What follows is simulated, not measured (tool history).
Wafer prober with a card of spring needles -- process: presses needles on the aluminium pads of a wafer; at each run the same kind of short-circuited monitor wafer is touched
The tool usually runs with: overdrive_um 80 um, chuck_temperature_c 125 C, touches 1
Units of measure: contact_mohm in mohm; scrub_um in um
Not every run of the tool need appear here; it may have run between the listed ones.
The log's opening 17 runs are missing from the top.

run     day  overdrive_um  chuck_temperature_c  touches  contact_mohm  scrub_um
 18  13.033            80                   36        1           284     12.26
     13.388  -- tips cleaned on abrasive film
     13.712  -- height of the first contact set anew, once more
 19  14.088            80                   36        1           243     12.52
 20  14.942            96                  125        3           229     15.01
     15.288  -- tips cleaned on abrasive film
 21  15.483            96                  125        3           215     15.00
 22  16.500            67                  125        3           250     10.44
     17.188  -- tips cleaned on abrasive film
 23  17.512            67                  125        3           230     10.47
 24  18.350            63                  125        3           253      9.91
     19.096  -- tips cleaned on abrasive film
 25  19.292            72                   29        1           222     11.25
 26  19.750            90                  101        1           246     14.02
 27  20.238            60                   59        3           248      9.33
     20.983  -- tips cleaned on abrasive film
 28  21.125            60                   59        3           215      9.37
 29  21.712            74                   36        2           236     11.62
 30  22.379            74                   80        2           257     11.56
     22.883  -- tips cleaned on abrasive film
 31  23.104            80                   79        2           215     12.40
 32  23.875            86                   79        2           235     13.42
 33  24.417            92                   84        2           237     14.24

Alternative continuations, all from the tool just after run 33; predict every row:
     24.817  -- tips cleaned on abrasive film
  A  24.900            80                  125        2             ?         ?
     24.817  -- tips cleaned on abrasive film
  B  24.900            92                   49        3             ?         ?
     24.817  -- tips cleaned on abrasive film
  C  24.900            70                  125        2             ?         ?

run  contact_mohm  scrub_um
  A           224     12.43
  B           198     14.35
  C           221     10.86
Stripped of hidden state, with their random variation kept, the same runs would have yielded:
run  contact_mohm  scrub_um
  A           217     12.51
  B           194     14.43
  C           212     10.94
